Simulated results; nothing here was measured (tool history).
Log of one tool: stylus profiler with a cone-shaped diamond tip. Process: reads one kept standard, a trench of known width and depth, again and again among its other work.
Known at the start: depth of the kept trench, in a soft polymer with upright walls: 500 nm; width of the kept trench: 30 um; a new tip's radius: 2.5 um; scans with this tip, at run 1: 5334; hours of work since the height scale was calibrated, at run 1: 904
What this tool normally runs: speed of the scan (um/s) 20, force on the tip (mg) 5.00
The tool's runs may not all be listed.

run,hour,speed of the scan (um/s),force on the tip (mg),scans with this tip,hours of work since the height scale was calibrated,depth of the trench (Å),width of the trench's floor (µm)
1,0.0,20,5.00,5334,904,5110.0,26.57
2,75.5,20,5.00,5671,961,5105.3,26.51
3,134.9,20,5.00,5936,1006,5104.0,26.54
4,180.5,20,5.00,6140,1040,5105.2,26.48
5,229.0,20,4.84,6356,1077,5101.2,26.48
6,279.1,20,4.84,6580,1115,5099.5,26.51
7,315.7,20,4.84,6744,1142,5096.2,26.48
8,380.5,20,10.43,7033,1191,5179.2,26.50
9,447.0,20,3.09,7330,1242,5070.3,26.37
10,494.8,20,3.09,7543,1278,5067.7,26.36
11,527.6,20,14.25,7689,1303,5220.4,26.39
12,564.5,14,5.00,7854,1331,5099.6,26.43
13,641.2,11,5.00,8196,1389,5097.8,26.36
14,691.7,21,7.20,8422,1427,5133.6,26.30
# hour 696.2: height scale calibrated on a step standard
15,763.8,21,7.20,8742,51,5127.2,26.30
16,838.3,56,5.00,9074,107,5094.9,26.15
17,887.1,10,3.01,9292,144,5056.7,26.28
18,930.1,52,9.47,9484,177,5157.6,26.22
19,970.0,57,8.94,9662,207,5150.6,26.19
20,1014.8,15,8.71,9862,241,5144.5,26.30
# hour 1061.6: height scale calibrated on a step standard, once more
21,1085.4,13,4.28,10175,18,5108.1,26.20

3 ways to go on from here, each from the tool as it stands after run 21. What would each give?
A,1155.4,11,6.00,10487,71,?,?
B,1155.4,58,5.00,10487,71,?,?
C,1155.4,12,5.00,10487,71,?,?

run,depth of the trench (Å),width of the trench's floor (µm)
A,5133.6,26.24
B,5118.7,26.08
C,5118.3,26.25
Take away the tool's hidden state, keep each run's random variation, and the runs would have read:
run,depth of the trench (Å),width of the trench's floor (µm)
A,5135.5,26.97
B,5120.6,26.81
C,5120.2,26.98
